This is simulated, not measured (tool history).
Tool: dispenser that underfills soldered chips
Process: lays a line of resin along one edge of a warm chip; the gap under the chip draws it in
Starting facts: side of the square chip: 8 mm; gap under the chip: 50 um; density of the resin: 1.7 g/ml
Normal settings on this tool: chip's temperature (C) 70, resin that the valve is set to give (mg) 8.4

run    day  chip's temperature (C)  resin that the valve is set to give (mg)  time until the resin shows at the far edge (s)  resin that the valve gave (mg)
  1      0                      70                                       8.4                                           102.8                            8.14
     0.075  -- new syringe of resin
  2  0.125                      70                                       8.4                                            71.5                             8.1
  3  0.392                      70                                       8.4                                            95.7                            8.12
     0.525  -- new syringe of resin
  4  0.592                      70                                      8.72                                            73.3                            8.42
  5  0.833                      70                                      8.72                                            95.3                            8.39
     0.988  -- new syringe of resin
  6  1.017                      70                                      7.82                                            72.1                            7.52
     1.275  -- dispensing valve cleaned and set on the balance
  7  1.321                      70                                      7.82                                            96.2                            7.82
     1.475  -- new syringe of resin
  8  1.592                      70                                      7.82                                            79.6                            7.82
  9   1.75                      70                                      7.49                                            96.2                            7.45
     1.925  -- new syringe of resin
 10  1.938                      70                                      7.49                                            71.1                            7.44
 11  2.204                      70                                      9.54                                            91.6                            9.49
     2.383  -- new syringe of resin
 12  2.408                      70                                      9.84                                            69.7                            9.75
 13  2.538                      70                                      9.84                                            80.5                            9.72
 14  2.808                      83                                      9.84                                            54.7                            9.68
     2.838  -- new syringe of resin
 15  2.962                      83                                      9.84                                            38.5                            9.71
 16  3.083                      83                                      9.84                                            44.5                            9.71
       3.3  -- new syringe of resin
 17  3.325                      64                                      8.24                                            97.6                            8.13
 18  3.558                      64                                      8.24                                           126.2                            8.07
     3.762  -- new syringe of resin
 19  3.779                      80                                      8.66                                            40.8                            8.47
 20   3.95                      80                                      8.66                                            50.8                            8.47
 21  4.171                      80                                      8.66                                            63.5                            8.42
     4.217  -- new syringe of resin
 22  4.433                      80                                     10.25                                            51.2                              10
     4.675  -- new syringe of resin
 23  4.679                      61                                      9.26                                           111.7                            9.01
 24  4.938                      66                                      9.85                                           111.6                            9.55
 25   5.05                      71                                      8.25                                            99.8                            7.96
     5.133  -- new syringe of resin
 26  5.317                      75                                      8.32                                            64.7                            8.06
 27   5.55                      75                                      8.32                                            83.2                               8
     5.583  -- new syringe of resin
 28  5.792                      82                                      9.34                                            46.3                            8.99
 29  5.971                      82                                      9.34                                            55.7                            8.99
     6.025  -- new syringe of resin
     6.142  -- dispensing valve cleaned and set on the balance
 30  6.208                      83                                      9.35                                            40.3                            9.35

Each row is a separate what-if for the run after 30, all from the same tool condition, not one after another. Results?
  A  6.342                      85                                     10.65                                               ?                               ?
  B  6.342                      64                                      9.63                                               ?                               ?
  C  6.342                      76                                     10.78                                               ?                               ?
  D  6.342                      60                                       8.4                                               ?                               ?
  E  6.342                      55                                      7.69                                               ?                               ?

run  time until the resin shows at the far edge (s)  resin that the valve gave (mg)
  A                                            42.8                           10.63
  B                                           130.2                            9.58
  C                                            66.4                           10.74
  D                                           165.9                            8.39
  E                                           220.7                            7.64
With no hidden state in the tool, these same runs would have given:
run  time until the resin shows at the far edge (s)  resin that the valve gave (mg)
  A                                            30.4                           10.64
  B                                            91.6                            9.59
  C                                            46.8                           10.75
  D                                           116.6                             8.4
  E                                           155.1                            7.65
